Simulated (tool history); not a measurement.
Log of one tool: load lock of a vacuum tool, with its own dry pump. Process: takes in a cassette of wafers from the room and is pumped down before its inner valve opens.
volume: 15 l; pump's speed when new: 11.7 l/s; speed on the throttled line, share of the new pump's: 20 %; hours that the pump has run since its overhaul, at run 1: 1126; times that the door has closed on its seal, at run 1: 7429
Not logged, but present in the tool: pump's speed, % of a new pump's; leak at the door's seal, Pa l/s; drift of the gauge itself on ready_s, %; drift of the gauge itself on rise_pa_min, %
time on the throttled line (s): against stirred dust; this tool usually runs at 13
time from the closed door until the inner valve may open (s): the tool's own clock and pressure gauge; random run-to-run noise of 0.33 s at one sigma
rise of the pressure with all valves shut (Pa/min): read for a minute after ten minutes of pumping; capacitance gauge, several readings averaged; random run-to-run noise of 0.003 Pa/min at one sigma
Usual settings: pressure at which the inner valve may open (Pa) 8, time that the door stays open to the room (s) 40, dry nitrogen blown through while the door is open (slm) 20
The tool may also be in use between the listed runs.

run	hour	time on the throttled line (s)	pressure at which the inner valve may open (Pa)	time that the door stays open to the room (s)	dry nitrogen blown through while the door is open (slm)	hours that the pump has run since its overhaul	times that the door has closed on its seal	incoming humidity of the room's air, %	time from the closed door until the inner valve may open (s)	rise of the pressure with all valves shut (Pa/min)
1	0.0	13	8	40	20	1126	7429	43.0	22.9	0.056
2	48.1	13	8	40	20	1174	7585	42.6	22.9	0.052
3	114.0	13	8	40	20	1240	7798	46.9	22.6	0.051
4	194.5	13	10	40	20	1321	8058	42.9	22.2	0.057
5	259.5	13	10	40	20	1386	8269	45.4	22.0	0.061
6	311.1	10	8	40	20	1437	8436	47.4	20.6	0.061
7	372.3	10	9	40	20	1498	8634	45.6	20.4	0.061
8	454.0	10	9	40	20	1580	8898	41.4	19.7	0.056
9	530.3	12	8	40	20	1656	9145	45.3	21.6	0.060
10	607.3	12	8	40	20	1734	9395	42.6	22.4	0.063
11	665.1	13	8	43	20	1791	9581	43.0	22.7	0.063
12	737.3	13	8	43	20	1863	9815	44.2	23.1	0.068
13	830.2	7	8	43	20	1956	10116	45.9	18.6	0.066
14	904.3	13	8	40	20	2030	10356	43.8	22.8	0.063
15	960.6	13	8	40	20	2087	10538	46.5	22.8	0.066
16	1007.2	13	8	40	20	2133	10689	47.8	22.9	0.068
17	1049.7	13	8	40	20	2176	10826	42.7	22.6	0.066
18	1137.4	12	12	94	26	2264	11110	46.6	21.7	0.074
19	1225.6	7	7	88	17	2352	11395	41.9	18.3	0.074
20	1302.6	20	7	177	26	2429	11645	39.9	28.8	0.078
21	1385.0	20	7	177	26	2511	11911	45.5	28.9	0.087
22	1424.1	20	7	177	26	2550	12038	46.8	28.7	0.090
23	1511.0	10	6	40	20	2637	12319	47.8	21.4	0.081
24	1578.5	7	12	26	20	2705	12537	43.0	17.6	0.073
25	1619.5	14	8	79	5	2746	12670	48.1	23.3	0.096
26	1698.3	14	8	79	5	2825	12925	45.5	23.4	0.100
27	1754.5	14	14	77	5	2881	13107	44.2	23.1	0.102
28	1825.9	7	14	31	5	2952	13338	46.5	17.6	0.093
29	1896.4	10	9	34	33	3023	13566	45.7	20.5	0.078

Measured result minus the same run's result without the hidden state. Both carry the same run-to-run variation, though not necessarily the same gauge scatter:
run	time from the closed door until the inner valve may open (s)	rise of the pressure with all valves shut (Pa/min)
1	+0.1	+0.020
2	+0.1	+0.021
3	+0.1	+0.022
4	+0.1	+0.024
5	+0.1	+0.024
6	+0.1	+0.025
7	+0.2	+0.026
8	+0.1	+0.027
9	+0.2	+0.028
10	+0.2	+0.029
11	+0.2	+0.030
12	+0.3	+0.031
13	+0.3	+0.032
14	+0.2	+0.033
15	+0.3	+0.034
16	+0.2	+0.035
17	+0.2	+0.036
18	+0.3	+0.037
19	+0.3	+0.038
20	+0.2	+0.040
21	+0.3	+0.041
22	+0.3	+0.043
23	+0.4	+0.044
24	+0.3	+0.044
25	+0.3	+0.045
26	+0.3	+0.047
27	+0.4	+0.048
28	+0.4	+0.049
29	+0.5	+0.051
